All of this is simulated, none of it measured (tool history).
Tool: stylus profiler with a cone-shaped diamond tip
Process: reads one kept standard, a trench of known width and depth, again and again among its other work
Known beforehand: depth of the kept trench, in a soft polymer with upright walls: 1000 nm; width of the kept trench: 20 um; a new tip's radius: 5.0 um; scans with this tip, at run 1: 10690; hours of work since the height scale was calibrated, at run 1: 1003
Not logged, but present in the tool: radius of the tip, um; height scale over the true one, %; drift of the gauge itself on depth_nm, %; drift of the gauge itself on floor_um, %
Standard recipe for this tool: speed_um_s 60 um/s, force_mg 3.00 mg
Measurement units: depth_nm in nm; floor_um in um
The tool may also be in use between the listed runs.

run,day,speed_um_s,force_mg,scans with this tip,hours of work since the height scale was calibrated,depth_nm,floor_um
1,0.000,60,3.00,10690,1003,1015.77,13.65
2,1.892,60,1.90,10970,1029,1011.62,13.54
3,4.700,60,3.00,11386,1068,1016.05,13.63
4,7.700,60,3.00,11831,1110,1015.91,13.63
5,10.712,60,3.00,12276,1152,1015.70,13.60
6,12.188,76,3.00,12495,1172,1015.69,13.54
7,14.867,24,3.00,12892,1209,1015.16,13.89
8,17.567,24,3.00,13291,1247,1015.83,13.80
9,19.804,60,3.00,13623,1278,1015.72,13.64
10,22.154,60,3.00,13971,1311,1016.12,13.63
11,23.854,60,3.00,14222,1334,1016.16,13.61
12,25.492,60,3.00,14464,1357,1016.22,13.67
13,27.658,60,3.00,14785,1387,1015.67,13.63
14,29.392,60,1.65,15042,1411,1010.44,13.50
15,31.262,60,1.65,15319,1437,1010.93,13.54
16,32.617,60,1.65,15519,1456,1010.46,13.48
# day 33.871: height scale calibrated on a step standard
17,35.108,60,3.00,15885,17,1016.11,13.68
18,37.742,60,3.00,16275,54,1015.43,13.63
19,39.562,60,5.96,16545,79,1025.07,13.78
20,41.542,60,5.96,16837,107,1025.09,13.74
21,43.108,60,5.96,17070,128,1025.18,13.71
22,44.833,60,3.00,17325,152,1015.65,13.62
23,47.238,60,3.00,17681,186,1015.92,13.63
24,48.533,60,3.00,17872,204,1016.02,13.60
25,50.542,60,3.00,18170,231,1015.61,13.63
26,53.488,67,6.07,18606,272,1025.30,13.74
27,56.346,67,6.07,19029,312,1025.37,13.68
28,57.925,67,6.07,19263,334,1025.49,13.70
29,60.021,60,2.15,19573,363,1012.58,13.53
30,61.550,45,1.88,19800,384,1011.58,13.63
31,62.971,45,1.88,20010,404,1011.46,13.62
32,65.000,53,1.26,20310,432,1008.78,13.55
33,67.683,122,6.58,20708,470,1026.75,13.49
34,70.167,118,4.60,21076,504,1020.95,13.40
35,73.117,51,5.60,21512,545,1024.24,13.75
36,74.846,25,1.64,21768,569,1010.72,13.79
37,77.133,25,1.64,22107,601,1010.40,13.76
38,79.992,25,1.64,22530,641,1010.73,13.78
39,83.167,59,5.95,23000,685,1025.24,13.74
40,85.838,47,1.96,23395,722,1011.72,13.66
41,88.642,47,1.96,23811,761,1011.60,13.64
42,91.500,21,1.92,24234,800,1011.81,13.81
43,93.621,21,1.92,24548,830,1011.66,13.80
44,96.608,51,1.18,24990,871,1008.66,13.52
45,98.950,51,1.18,25337,904,1008.13,13.47
46,100.888,20,4.05,25623,931,1019.40,13.87

Forecast each of these 4 alternatives for the next run:
A,103.154,177,5.64,25959,962,?,?
B,103.154,158,2.83,25959,962,?,?
C,103.154,60,5.03,25959,962,?,?
D,103.154,130,1.05,25959,962,?,?

run,depth_nm,floor_um
A,1024.23,13.21
B,1015.21,13.07
C,1022.51,13.70
D,1007.90,12.68
Without the tool's hidden state the same runs would have given:
run,depth_nm,floor_um
A,1024.23,13.22
B,1015.21,13.08
C,1022.51,13.72
D,1007.90,12.69

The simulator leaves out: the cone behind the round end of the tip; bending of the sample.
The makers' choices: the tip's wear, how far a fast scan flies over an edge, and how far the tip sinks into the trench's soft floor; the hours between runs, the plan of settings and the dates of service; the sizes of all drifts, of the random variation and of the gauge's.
